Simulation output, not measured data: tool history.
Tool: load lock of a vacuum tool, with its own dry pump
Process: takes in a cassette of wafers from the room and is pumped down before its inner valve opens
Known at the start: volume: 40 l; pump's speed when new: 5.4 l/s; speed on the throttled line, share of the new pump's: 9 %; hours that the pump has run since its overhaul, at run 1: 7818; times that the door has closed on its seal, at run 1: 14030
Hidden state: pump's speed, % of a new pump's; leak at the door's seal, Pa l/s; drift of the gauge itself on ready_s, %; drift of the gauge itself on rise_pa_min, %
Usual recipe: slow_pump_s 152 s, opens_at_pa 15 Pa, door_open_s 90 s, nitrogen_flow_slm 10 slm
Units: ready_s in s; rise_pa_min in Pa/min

run,day,slow_pump_s,opens_at_pa,door_open_s,nitrogen_flow_slm,hours that the pump has run since its overhaul,times that the door has closed on its seal,"incoming humidity of the room's air, %",ready_s,rise_pa_min
1,0,152,15,90,10,7818,14030,44.3,203.7,0.065
2,11.433,152,15,90,10,8092,14583,44.3,203.7,0.064
3,22.462,152,15,90,6,8357,15118,46.9,204.3,0.072
4,36.004,152,15,90,5,8682,15773,45.5,204.5,0.074
5,51.762,152,15,90,5,9060,16536,47.7,204.9,0.073
6,72.262,152,15,90,5,9552,17529,46.3,204.4,0.07
7,97.683,152,15,90,37,10162,18760,45.8,204.7,0.041
8,111.421,152,12,90,10,10492,19425,44.9,205.4,0.063
9,130.321,152,15,90,21,10945,20340,44.2,201.5,0.047
10,153.45,152,15,40,10,11500,21460,44,202.4,0.05
11,169.225,152,15,40,10,11879,22224,47,204.9,0.051
12,188.55,152,15,40,10,12343,23160,45.4,204.4,0.05
# day 197.204: dry pump taken out, an overhauled one fitted
13,204.646,152,15,40,10,179,23927,43.9,203.3,0.048
14,228.704,152,15,71,10,756,25092,44.9,203.1,0.064
15,241.829,152,15,46,10,1071,25728,42.9,202.3,0.053
# day 244.217: door's seal changed, seat wiped
16,263.6,152,15,60,10,1592,938,44.2,203.9,0.053
17,280.088,152,15,60,10,1988,1737,43.8,202.9,0.059
18,304.233,152,15,60,10,2567,2906,44.1,203.6,0.059

Run 19, settings as shown, results not yet in. Your forecast:
19,321.504,152,15,60,10,2982,3742,44.9,?,?

Run 19 gave ready_s 203.7 s, rise_pa_min 0.054 Pa/min.
Without the tool's hidden state the same run would have given ready_s 203.7 s, rise_pa_min 0.054 Pa/min.
